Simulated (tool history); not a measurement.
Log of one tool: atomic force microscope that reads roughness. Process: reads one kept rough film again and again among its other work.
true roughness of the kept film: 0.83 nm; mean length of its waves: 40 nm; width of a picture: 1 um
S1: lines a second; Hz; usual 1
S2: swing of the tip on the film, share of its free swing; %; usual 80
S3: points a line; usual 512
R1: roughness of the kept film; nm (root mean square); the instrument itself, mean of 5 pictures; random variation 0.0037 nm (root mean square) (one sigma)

run 1 hour=0 | S1=1 S2=80 S3=512 | R1=0.731
run 2 hour=12.4 | S1=1 S2=80 S3=512 | R1=0.734
run 3 hour=24 | S1=1 S2=80 S3=512 | R1=0.73
run 4 hour=33.4 | S1=1 S2=75 S3=512 | R1=0.741
run 5 hour=45.8 | S1=1 S2=75 S3=512 | R1=0.738
run 6 hour=53.7 | S1=1 S2=75 S3=512 | R1=0.739
run 7 hour=62.4 | S1=1 S2=75 S3=512 | R1=0.732
run 8 hour=70.4 | S1=1 S2=75 S3=512 | R1=0.732
run 9 hour=81.7 | S1=1 S2=75 S3=512 | R1=0.731
-- hour=90.6 new tip fitted
run 10 hour=93 | S1=0.7 S2=75 S3=512 | R1=0.772
run 11 hour=101.8 | S1=1 S2=80 S3=512 | R1=0.743
run 12 hour=113.8 | S1=1 S2=80 S3=512 | R1=0.745
run 13 hour=123.3 | S1=1 S2=80 S3=512 | R1=0.743
-- hour=125.4 height scale calibrated on a step standard
run 14 hour=137.8 | S1=1 S2=80 S3=512 | R1=0.74
run 15 hour=148.7 | S1=1 S2=80 S3=512 | R1=0.737
run 16 hour=158 | S1=1 S2=80 S3=512 | R1=0.73
run 17 hour=164.6 | S1=0.58 S2=80 S3=512 | R1=0.76
run 18 hour=174.8 | S1=0.58 S2=80 S3=512 | R1=0.752
-- hour=182.6 height scale calibrated on a step standard, once more
run 19 hour=189.3 | S1=1.25 S2=89 S3=436 | R1=0.678
run 20 hour=201.1 | S1=1.25 S2=81 S3=585 | R1=0.705
run 21 hour=209.3 | S1=0.81 S2=87 S3=585 | R1=0.712
run 22 hour=219.9 | S1=0.81 S2=61 S3=585 | R1=0.752
-- hour=228 new tip fitted
run 23 hour=229.1 | S1=0.81 S2=61 S3=585 | R1=0.792
run 24 hour=236.1 | S1=0.81 S2=61 S3=585 | R1=0.788
run 25 hour=250.3 | S1=0.81 S2=61 S3=585 | R1=0.798
run 26 hour=257.2 | S1=1.44 S2=80 S3=704 | R1=0.716
run 27 hour=268.3 | S1=0.94 S2=59 S3=512 | R1=0.779
run 28 hour=277.1 | S1=0.94 S2=59 S3=512 | R1=0.771
run 29 hour=283.1 | S1=0.85 S2=67 S3=512 | R1=0.775
run 30 hour=290.9 | S1=0.85 S2=63 S3=391 | R1=0.777
run 31 hour=303.7 | S1=0.85 S2=63 S3=391 | R1=0.765
run 32 hour=314.6 | S1=1 S2=69 S3=512 | R1=0.754
run 33 hour=327.2 | S1=1 S2=69 S3=512 | R1=0.747
run 34 hour=337.5 | S1=2.64 S2=80 S3=858 | R1=0.641
run 35 hour=351.6 | S1=3.8 S2=73 S3=858 | R1=0.637

5 ways to go on from here, each from the tool as it stands after run 35. What would each give?
-- hour=363.4 new tip fitted
run A hour=363.4 | S1=3.8 S2=73 S3=659 | R1=?
-- hour=363.4 new tip fitted
run B hour=363.4 | S1=1.3 S2=77 S3=512 | R1=?
-- hour=363.4 new tip fitted
run C hour=363.4 | S1=1 S2=80 S3=325 | R1=?
-- hour=363.4 new tip fitted
run D hour=363.4 | S1=2.44 S2=64 S3=304 | R1=?
-- hour=363.4 new tip fitted
run E hour=363.4 | S1=3.8 S2=73 S3=311 | R1=?

run=A R1=0.657
run=B R1=0.746
run=C R1=0.744
run=D R1=0.746
run=E R1=0.656
Without the tool's hidden state the same runs would have given:
run=A R1=0.658
run=B R1=0.746
run=C R1=0.745
run=D R1=0.747
run=E R1=0.656
